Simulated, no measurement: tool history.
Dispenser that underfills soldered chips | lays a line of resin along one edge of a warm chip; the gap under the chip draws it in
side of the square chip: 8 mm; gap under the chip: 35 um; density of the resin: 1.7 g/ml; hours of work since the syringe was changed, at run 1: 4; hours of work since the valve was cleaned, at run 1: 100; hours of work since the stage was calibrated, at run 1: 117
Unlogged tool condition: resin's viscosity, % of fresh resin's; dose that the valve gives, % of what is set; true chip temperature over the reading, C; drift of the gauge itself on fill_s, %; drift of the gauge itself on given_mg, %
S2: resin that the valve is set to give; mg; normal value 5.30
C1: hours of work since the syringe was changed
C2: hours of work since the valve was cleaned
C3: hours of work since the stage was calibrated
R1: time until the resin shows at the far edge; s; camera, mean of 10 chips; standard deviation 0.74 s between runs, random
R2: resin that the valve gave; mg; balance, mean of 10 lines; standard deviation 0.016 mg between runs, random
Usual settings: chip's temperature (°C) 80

Run 1, hour 0.0: usual settings; C1 4; C2 100; C3 117. Result: R1 83.8 s, R2 5.12 mg.
At hour 4.4: dispensing valve cleaned and set on the balance.
Run 2, hour 4.8: usual settings; C1 7; C2 0; C3 120. Result: R1 95.8 s, R2 5.30 mg.
At hour 5.4: new syringe of resin.
Run 3, hour 9.9: usual settings; C1 3; C2 4; C3 124. Result: R1 81.7 s, R2 5.28 mg.
Run 4, hour 12.1: usual settings; C1 5; C2 6; C3 126. Result: R1 88.6 s, R2 5.27 mg.
At hour 14.9: new syringe of resin.
Run 5, hour 15.8: usual settings but chip's temperature (°C) 66; C1 1; C2 8; C3 128. Result: R1 150.1 s, R2 5.25 mg.
Run 6, hour 20.1: usual settings but S2 6.57 mg; C1 4; C2 12; C3 132. Result: R1 79.6 s, R2 6.56 mg.
Run 7, hour 23.3: usual settings but S2 6.57 mg; C1 6; C2 14; C3 134. Result: R1 90.8 s, R2 6.57 mg.
At hour 24.3: new syringe of resin.
Run 8, hour 26.8: usual settings but S2 6.57 mg; C1 2; C2 17; C3 137. Result: R1 72.8 s, R2 6.53 mg.
Run 9, hour 31.0: usual settings but S2 6.57 mg; C1 5; C2 20; C3 140. Result: R1 87.7 s, R2 6.53 mg.
At hour 33.7: new syringe of resin.
Run 10, hour 36.2: usual settings but S2 6.57 mg; C1 2; C2 24; C3 144. Result: R1 71.4 s, R2 6.52 mg.
Run 11, hour 41.3: usual settings; C1 6; C2 28; C3 148. Result: R1 91.4 s, R2 5.24 mg.
At hour 43.2: new syringe of resin.
Run 12, hour 45.4: usual settings; C1 2; C2 31; C3 151. Result: R1 74.2 s, R2 5.26 mg.
Run 13, hour 49.7: usual settings but S2 4.55 mg; C1 5; C2 34; C3 154. Result: R1 91.4 s, R2 4.50 mg.
At hour 52.7: new syringe of resin.
Run 14, hour 53.8: usual settings; C1 1; C2 37; C3 157. Result: R1 70.6 s, R2 5.24 mg.
Run 15, hour 58.0: usual settings but chip's temperature (°C) 84; C1 4; C2 40; C3 160. Result: R1 67.8 s, R2 5.24 mg.
At hour 62.1: new syringe of resin.
Run 16, hour 63.0: usual settings but chip's temperature (°C) 84; C1 1; C2 44; C3 164. Result: R1 59.3 s, R2 5.24 mg.
Run 17, hour 67.6: usual settings but chip's temperature (°C) 87; C1 4; C2 47; C3 167. Result: R1 59.9 s, R2 5.21 mg.
Run 18, hour 69.9: usual settings but chip's temperature (°C) 87; C1 6; C2 49; C3 169. Result: R1 64.8 s, R2 5.20 mg.
At hour 71.8: new syringe of resin.
Run 19, hour 74.7: usual settings but chip's temperature (°C) 70, S2 4.56 mg; C1 2; C2 53; C3 173. Result: R1 138.3 s, R2 4.46 mg.
Run 20, hour 78.8: usual settings but S2 4.60 mg; C1 5; C2 56; C3 176. Result: R1 93.7 s, R2 4.53 mg.
At hour 81.1: new syringe of resin.
Run 21, hour 83.0: usual settings but chip's temperature (°C) 85, S2 4.98 mg; C1 1; C2 59; C3 179. Result: R1 60.3 s, R2 4.88 mg.
Run 22, hour 85.7: usual settings but chip's temperature (°C) 76, S2 4.55 mg; C1 4; C2 61; C3 181. Result: R1 107.5 s, R2 4.49 mg.
At hour 90.6: new syringe of resin.
Run 23, hour 90.9: usual settings but chip's temperature (°C) 73, S2 4.80 mg; C1 0; C2 65; C3 185. Result: R1 104.6 s, R2 4.69 mg.
Run 24, hour 93.1: usual settings but chip's temperature (°C) 75, S2 5.44 mg; C1 2; C2 67; C3 187. Result: R1 98.1 s, R2 5.34 mg.
Run 25, hour 98.1: usual settings but chip's temperature (°C) 81, S2 5.75 mg; C1 6; C2 70; C3 190. Result: R1 87.0 s, R2 5.61 mg.
At hour 99.9: new syringe of resin.
Run 26, hour 101.9: usual settings but chip's temperature (°C) 76, S2 5.27 mg; C1 2; C2 73; C3 193. Result: R1 93.8 s, R2 5.15 mg.
Run 27, hour 106.0: usual settings but chip's temperature (°C) 76, S2 5.27 mg; C1 5; C2 76; C3 196. Result: R1 108.4 s, R2 5.12 mg.
Run 28, hour 108.4: usual settings but chip's temperature (°C) 78, S2 6.58 mg; C1 7; C2 78; C3 198. Result: R1 104.1 s, R2 6.40 mg.
At hour 109.5: new syringe of resin.
Run 29, hour 111.1: usual settings but chip's temperature (°C) 90, S2 6.66 mg; C1 1; C2 80; C3 200. Result: R1 42.9 s, R2 6.47 mg.
Run 30, hour 114.5: usual settings but chip's temperature (°C) 90, S2 6.66 mg; C1 4; C2 83; C3 203. Result: R1 49.1 s, R2 6.49 mg.
Run 31, hour 117.8: usual settings but chip's temperature (°C) 70; C1 6; C2 85; C3 205. Result: R1 159.1 s, R2 5.14 mg.
At hour 118.9: new syringe of resin.
Run 32, hour 122.1: usual settings but chip's temperature (°C) 70, S2 6.34 mg; C1 3; C2 88; C3 208. Result: R1 130.0 s, R2 6.15 mg.
Run 33, hour 127.1: usual settings but chip's temperature (°C) 70, S2 6.34 mg; C1 6; C2 92; C3 212. Result: R1 159.4 s, R2 6.16 mg.
At hour 128.5: new syringe of resin.
Run 34, hour 131.4: usual settings but chip's temperature (°C) 70, S2 6.34 mg; C1 2; C2 95; C3 215. Result: R1 125.5 s, R2 6.12 mg.
Run 35, hour 133.9: usual settings but chip's temperature (°C) 70, S2 6.34 mg; C1 4; C2 97; C3 217. Result: R1 139.5 s, R2 6.14 mg.

Predict each of these 5 candidate next runs independently; none follows another, all start after run 35:
Run A, hour 137.2: usual settings but chip's temperature (°C) 65, S2 5.40 mg; C1 7; C2 100; C3 220. Result: R1 ?, R2 ?.
Run B, hour 137.2: usual settings but chip's temperature (°C) 88, S2 4.80 mg; C1 7; C2 100; C3 220. Result: R1 ?, R2 ?.
Run C, hour 137.2: usual settings but chip's temperature (°C) 70, S2 5.90 mg; C1 7; C2 100; C3 220. Result: R1 ?, R2 ?.
Run D, hour 137.2: usual settings but S2 5.18 mg; C1 7; C2 100; C3 220. Result: R1 ?, R2 ?.
Run E, hour 137.2: usual settings but chip's temperature (°C) 77, S2 6.34 mg; C1 7; C2 100; C3 220. Result: R1 ?, R2 ?.

run     R1    R2
  A  218.9  5.18
  B   68.0  4.65
  C  163.6  5.73
  D   96.8  5.02
  E  108.7  6.15
What these runs would have given with no unlogged condition in the tool:
run     R1    R2
  A  154.3  5.36
  B   47.9  4.81
  C  115.6  5.92
  D   68.1  5.19
  E   77.0  6.36

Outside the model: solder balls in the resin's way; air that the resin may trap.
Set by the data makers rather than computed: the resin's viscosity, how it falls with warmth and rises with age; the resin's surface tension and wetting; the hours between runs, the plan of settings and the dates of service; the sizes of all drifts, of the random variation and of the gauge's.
